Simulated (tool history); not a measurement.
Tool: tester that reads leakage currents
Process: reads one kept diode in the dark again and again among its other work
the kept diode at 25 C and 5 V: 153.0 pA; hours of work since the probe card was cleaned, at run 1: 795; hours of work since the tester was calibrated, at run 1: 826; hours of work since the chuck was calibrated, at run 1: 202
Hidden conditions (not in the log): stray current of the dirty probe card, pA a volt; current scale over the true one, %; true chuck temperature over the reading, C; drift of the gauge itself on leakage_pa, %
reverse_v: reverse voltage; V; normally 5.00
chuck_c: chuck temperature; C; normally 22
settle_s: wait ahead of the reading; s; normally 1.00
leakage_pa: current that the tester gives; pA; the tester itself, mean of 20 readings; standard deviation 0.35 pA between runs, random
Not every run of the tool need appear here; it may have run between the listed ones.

run     day  reverse_v  chuck_c  settle_s  hours of work since the probe card was cleaned  hours of work since the tester was calibrated  hours of work since the chuck was calibrated  leakage_pa
  1   0.000       5.00       22      1.00                                             795                                            826                                           202      115.55
  2   1.867       5.00       22      1.00                                             820                                            851                                           227      116.21
  3   4.104       5.00       22      1.00                                             850                                            880                                           257      116.16
  4   5.421       5.00       26      1.00                                             867                                            898                                           274      168.95
  5   7.250       5.00       26      1.00                                             892                                            922                                           299      169.27
  6   8.725       5.00       22      1.00                                             911                                            942                                           318      116.64
  7  10.446       5.00       22      2.13                                             934                                            965                                           341      115.78
  8  12.829       5.00       22      2.13                                             966                                            996                                           373      115.56
  9  15.233       5.00       22      2.13                                             998                                           1028                                           405      115.54
 10  17.183       5.00       22      2.13                                            1023                                           1054                                           430      115.72
 11  18.567       5.00       22      2.13                                            1042                                           1072                                           449      115.52
 12  20.308       5.00       22      2.13                                            1065                                           1095                                           472      115.78
 13  22.112       5.00       22      0.64                                            1089                                           1119                                           496      116.56
 14  23.617       2.20       44      0.38                                            1109                                           1139                                           516      510.88
 15  24.721       5.00       49      0.99                                            1123                                           1154                                           530     1241.54
 16  26.242       6.67       42      2.00                                            1144                                           1174                                           551      826.73
 17  28.704       6.67       42      2.00                                            1176                                           1207                                           583      823.48
 18  30.796       1.34       58      0.57                                            1204                                           1235                                           611     1171.09
 19  32.796       1.34       58      0.57                                            1231                                           1261                                           638     1175.63
 20  34.383       1.34       58      0.57                                            1252                                           1282                                           659     1172.09
 21  36.738       1.34       42      3.66                                            1283                                           1313                                           690      324.76
 22  38.038       5.00       38      0.53                                            1300                                           1331                                           707      497.78
 23  39.446       5.00       38      0.53                                            1319                                           1349                                           726      497.06
 24  41.771       5.00       38      0.53                                            1350                                           1380                                           757      497.34
 25  42.829       5.00       38      0.53                                            1364                                           1394                                           771      496.06
 26  44.075       5.00       39      1.99                                            1380                                           1411                                           787      542.67

5 ways to go on from here, each from the tool as it stands after run 26. What would each give?
  A  45.208       5.35       33      0.34                                            1395                                           1426                                           802           ?
  B  45.208       1.48       33      1.00                                            1395                                           1426                                           802           ?
  C  45.208       5.00       36      1.00                                            1395                                           1426                                           802           ?
  D  45.208       5.00       39      7.81                                            1395                                           1426                                           802           ?
  E  45.208       1.07       56      1.99                                            1395                                           1426                                           802           ?

run  leakage_pa
  A      334.04
  B      157.88
  C      416.00
  D      542.93
  E      885.13
Had the tool no hidden state, the same runs would have come out as:
run  leakage_pa
  A      333.59
  B      157.67
  C      415.47
  D      542.26
  E      884.26
